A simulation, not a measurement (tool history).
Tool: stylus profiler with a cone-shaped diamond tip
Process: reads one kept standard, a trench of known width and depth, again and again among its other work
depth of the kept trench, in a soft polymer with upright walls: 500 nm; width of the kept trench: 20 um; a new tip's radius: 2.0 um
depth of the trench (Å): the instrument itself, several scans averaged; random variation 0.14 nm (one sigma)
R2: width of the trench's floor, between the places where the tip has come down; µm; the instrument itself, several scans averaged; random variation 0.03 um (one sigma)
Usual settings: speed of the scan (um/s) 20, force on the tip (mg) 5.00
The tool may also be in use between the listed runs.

{"run": 1, "hour": 0.0, "speed of the scan (um/s)": 20, "force on the tip (mg)": 5.0, "depth of the trench (Å)": 5109.4, "R2": 16.18}
{"run": 2, "hour": 28.2, "speed of the scan (um/s)": 20, "force on the tip (mg)": 5.0, "depth of the trench (Å)": 5105.8, "R2": 16.26}
{"run": 3, "hour": 46.3, "speed of the scan (um/s)": 20, "force on the tip (mg)": 5.0, "depth of the trench (Å)": 5109.1, "R2": 16.22}
{"run": 4, "hour": 72.8, "speed of the scan (um/s)": 20, "force on the tip (mg)": 5.0, "depth of the trench (Å)": 5105.0, "R2": 16.25}
{"run": 5, "hour": 100.1, "speed of the scan (um/s)": 20, "force on the tip (mg)": 5.0, "depth of the trench (Å)": 5107.7, "R2": 16.22}
{"run": 6, "hour": 128.2, "speed of the scan (um/s)": 20, "force on the tip (mg)": 5.0, "depth of the trench (Å)": 5108.2, "R2": 16.24}
{"run": 7, "hour": 144.5, "speed of the scan (um/s)": 20, "force on the tip (mg)": 5.0, "depth of the trench (Å)": 5106.1, "R2": 16.17}
{"run": 8, "hour": 171.0, "speed of the scan (um/s)": 20, "force on the tip (mg)": 2.95, "depth of the trench (Å)": 5078.1, "R2": 16.15}
{"hour": 173.2, "done": "height scale calibrated on a step standard"}
{"run": 9, "hour": 191.4, "speed of the scan (um/s)": 20, "force on the tip (mg)": 2.95, "depth of the trench (Å)": 5095.1, "R2": 16.18}
{"run": 10, "hour": 204.3, "speed of the scan (um/s)": 20, "force on the tip (mg)": 2.95, "depth of the trench (Å)": 5095.2, "R2": 16.17}
{"run": 11, "hour": 228.4, "speed of the scan (um/s)": 16, "force on the tip (mg)": 1.78, "depth of the trench (Å)": 5077.4, "R2": 16.1}
{"run": 12, "hour": 249.4, "speed of the scan (um/s)": 16, "force on the tip (mg)": 1.78, "depth of the trench (Å)": 5077.3, "R2": 16.1}
{"run": 13, "hour": 275.0, "speed of the scan (um/s)": 16, "force on the tip (mg)": 1.78, "depth of the trench (Å)": 5078.4, "R2": 16.12}
{"run": 14, "hour": 297.3, "speed of the scan (um/s)": 10, "force on the tip (mg)": 11.49, "depth of the trench (Å)": 5185.5, "R2": 16.13}
{"run": 15, "hour": 319.7, "speed of the scan (um/s)": 45, "force on the tip (mg)": 3.69, "depth of the trench (Å)": 5105.4, "R2": 16.05}
{"run": 16, "hour": 334.9, "speed of the scan (um/s)": 5, "force on the tip (mg)": 3.0, "depth of the trench (Å)": 5098.2, "R2": 16.17}
{"hour": 345.6, "done": "height scale calibrated on a step standard, once more"}
{"run": 17, "hour": 352.7, "speed of the scan (um/s)": 39, "force on the tip (mg)": 2.97, "depth of the trench (Å)": 5055.3, "R2": 16.05}
{"run": 18, "hour": 370.6, "speed of the scan (um/s)": 39, "force on the tip (mg)": 2.97, "depth of the trench (Å)": 5058.1, "R2": 16.03}

The same runs without the tool's hidden state, with the same run-to-run variation:
The hidden state here: radius of the tip, um; height scale over the true one, %; drift of the gauge itself on depth_nm, %; drift of the gauge itself on floor_um, %.
run=1 depth_of_the_trench_(Å)=5086.5 R2=17.26
run=2 depth_of_the_trench_(Å)=5082.7 R2=17.35
run=3 depth_of_the_trench_(Å)=5085.8 R2=17.31
run=4 depth_of_the_trench_(Å)=5081.6 R2=17.35
run=5 depth_of_the_trench_(Å)=5084.0 R2=17.33
run=6 depth_of_the_trench_(Å)=5084.3 R2=17.36
run=7 depth_of_the_trench_(Å)=5082.1 R2=17.30
run=8 depth_of_the_trench_(Å)=5054.0 R2=17.28
run=9 depth_of_the_trench_(Å)=5058.5 R2=17.32
run=10 depth_of_the_trench_(Å)=5058.4 R2=17.31
run=11 depth_of_the_trench_(Å)=5040.6 R2=17.25
run=12 depth_of_the_trench_(Å)=5040.4 R2=17.25
run=13 depth_of_the_trench_(Å)=5041.3 R2=17.28
run=14 depth_of_the_trench_(Å)=5147.5 R2=17.30
run=15 depth_of_the_trench_(Å)=5067.8 R2=17.23
run=16 depth_of_the_trench_(Å)=5060.5 R2=17.35
run=17 depth_of_the_trench_(Å)=5057.3 R2=17.24
run=18 depth_of_the_trench_(Å)=5059.9 R2=17.22
